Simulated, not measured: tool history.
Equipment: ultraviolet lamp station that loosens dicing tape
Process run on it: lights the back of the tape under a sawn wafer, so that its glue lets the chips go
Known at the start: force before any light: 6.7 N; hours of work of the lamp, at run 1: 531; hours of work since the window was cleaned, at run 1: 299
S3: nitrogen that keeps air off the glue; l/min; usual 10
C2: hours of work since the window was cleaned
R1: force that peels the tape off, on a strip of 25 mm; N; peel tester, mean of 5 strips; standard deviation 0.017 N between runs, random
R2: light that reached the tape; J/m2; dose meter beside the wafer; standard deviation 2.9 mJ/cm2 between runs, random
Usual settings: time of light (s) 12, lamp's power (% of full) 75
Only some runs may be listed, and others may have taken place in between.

Run 1, hour 0.0: usual settings; hours of work of the lamp 531; C2 299. Result: R1 1.288 N, R2 3290 J/m2.
Run 2, hour 60.8: usual settings but time of light (s) 6; hours of work of the lamp 579; C2 347. Result: R1 2.992 N, R2 1580 J/m2.
Run 3, hour 106.1: usual settings but time of light (s) 6; hours of work of the lamp 615; C2 383. Result: R1 2.975 N, R2 1490 J/m2.
Run 4, hour 137.3: usual settings but time of light (s) 6; hours of work of the lamp 640; C2 408. Result: R1 3.125 N, R2 1530 J/m2.
Run 5, hour 180.8: usual settings; hours of work of the lamp 675; C2 443. Result: R1 1.493 N, R2 3020 J/m2.
Run 6, hour 223.7: usual settings but time of light (s) 7; hours of work of the lamp 709; C2 477. Result: R1 2.829 N, R2 1730 J/m2.
Run 7, hour 253.5: usual settings but S3 3 l/min; hours of work of the lamp 733; C2 501. Result: R1 2.407 N, R2 2940 J/m2.
Run 8, hour 291.8: usual settings but lamp's power (% of full) 66; hours of work of the lamp 763; C2 531. Result: R1 1.847 N, R2 2510 J/m2.
Run 9, hour 324.2: usual settings but lamp's power (% of full) 80, S3 8 l/min; hours of work of the lamp 789; C2 557. Result: R1 1.620 N, R2 3030 J/m2.
Run 10, hour 360.1: usual settings but lamp's power (% of full) 74, S3 5 l/min; hours of work of the lamp 817; C2 586. Result: R1 2.152 N, R2 2690 J/m2.

For run 11, what comes out?
Run 11, hour 394.1: usual settings but time of light (s) 14, lamp's power (% of full) 90, S3 4 l/min; hours of work of the lamp 844; C2 613. Result: R1 ?, R2 ?.

Run 11 yielded R1 1.523 N, R2 3780 J/m2.
Take away the tool's hidden state, keep the run-to-run variation as it was, and the same run would have given R1 0.698 N, R2 5890 J/m2.

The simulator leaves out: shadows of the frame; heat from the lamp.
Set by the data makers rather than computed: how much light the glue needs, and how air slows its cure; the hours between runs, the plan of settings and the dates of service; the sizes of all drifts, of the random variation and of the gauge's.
